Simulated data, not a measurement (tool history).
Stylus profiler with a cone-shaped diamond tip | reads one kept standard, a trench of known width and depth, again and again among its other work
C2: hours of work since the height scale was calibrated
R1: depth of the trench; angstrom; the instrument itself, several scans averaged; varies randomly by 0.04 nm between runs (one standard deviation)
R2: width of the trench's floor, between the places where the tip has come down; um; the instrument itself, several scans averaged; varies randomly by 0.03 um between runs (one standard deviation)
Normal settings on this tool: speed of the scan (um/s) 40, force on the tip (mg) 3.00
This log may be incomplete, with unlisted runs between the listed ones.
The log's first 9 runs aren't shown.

{"hour": 487.5, "done": "height scale calibrated on a step standard"}
{"run": 10, "hour": 511.0, "speed of the scan (um/s)": 20, "force on the tip (mg)": 3.0, "scans with this tip": 19343, "C2": 17, "R1": 1011.0, "R2": 17.67}
{"run": 11, "hour": 551.5, "speed of the scan (um/s)": 40, "force on the tip (mg)": 3.0, "scans with this tip": 19611, "C2": 47, "R1": 1010.2, "R2": 17.58}
{"run": 12, "hour": 586.1, "speed of the scan (um/s)": 40, "force on the tip (mg)": 3.15, "scans with this tip": 19841, "C2": 73, "R1": 1011.5, "R2": 17.56}
{"hour": 624.2, "done": "height scale calibrated on a step standard, once more"}
{"run": 13, "hour": 632.8, "speed of the scan (um/s)": 40, "force on the tip (mg)": 3.15, "scans with this tip": 20147, "C2": 6, "R1": 1016.0, "R2": 17.55}
{"run": 14, "hour": 677.5, "speed of the scan (um/s)": 27, "force on the tip (mg)": 3.15, "scans with this tip": 20444, "C2": 39, "R1": 1016.1, "R2": 17.57}
{"run": 15, "hour": 734.2, "speed of the scan (um/s)": 27, "force on the tip (mg)": 3.15, "scans with this tip": 20820, "C2": 81, "R1": 1015.6, "R2": 17.56}
{"run": 16, "hour": 794.4, "speed of the scan (um/s)": 40, "force on the tip (mg)": 3.0, "scans with this tip": 21219, "C2": 126, "R1": 1014.7, "R2": 17.5}
{"run": 17, "hour": 860.5, "speed of the scan (um/s)": 15, "force on the tip (mg)": 3.0, "scans with this tip": 21657, "C2": 175, "R1": 1015.0, "R2": 17.56}
{"hour": 876.3, "done": "new tip fitted, height scale calibrated"}
{"run": 18, "hour": 901.5, "speed of the scan (um/s)": 127, "force on the tip (mg)": 3.0, "scans with this tip": 167, "C2": 19, "R1": 1014.7, "R2": 18.05}
{"run": 19, "hour": 972.8, "speed of the scan (um/s)": 40, "force on the tip (mg)": 3.0, "scans with this tip": 639, "C2": 71, "R1": 1014.5, "R2": 18.52}
{"run": 20, "hour": 1045.5, "speed of the scan (um/s)": 40, "force on the tip (mg)": 3.0, "scans with this tip": 1122, "C2": 125, "R1": 1014.4, "R2": 18.45}
{"run": 21, "hour": 1115.5, "speed of the scan (um/s)": 40, "force on the tip (mg)": 3.0, "scans with this tip": 1586, "C2": 177, "R1": 1013.9, "R2": 18.45}
{"run": 22, "hour": 1180.2, "speed of the scan (um/s)": 40, "force on the tip (mg)": 3.0, "scans with this tip": 2015, "C2": 225, "R1": 1014.0, "R2": 18.42}

Run 23 is up next; what results do you expect?
{"run": 23, "hour": 1213.7, "speed of the scan (um/s)": 40, "force on the tip (mg)": 3.0, "scans with this tip": 2238, "C2": 250, "R1": "?", "R2": "?"}

For run 23 the tool returned R1 1014.0 angstrom, R2 18.40 um.
Were there no unlogged condition in the tool, this run, its random variation unchanged, would have produced R1 1015.1 angstrom, R2 18.56 um.
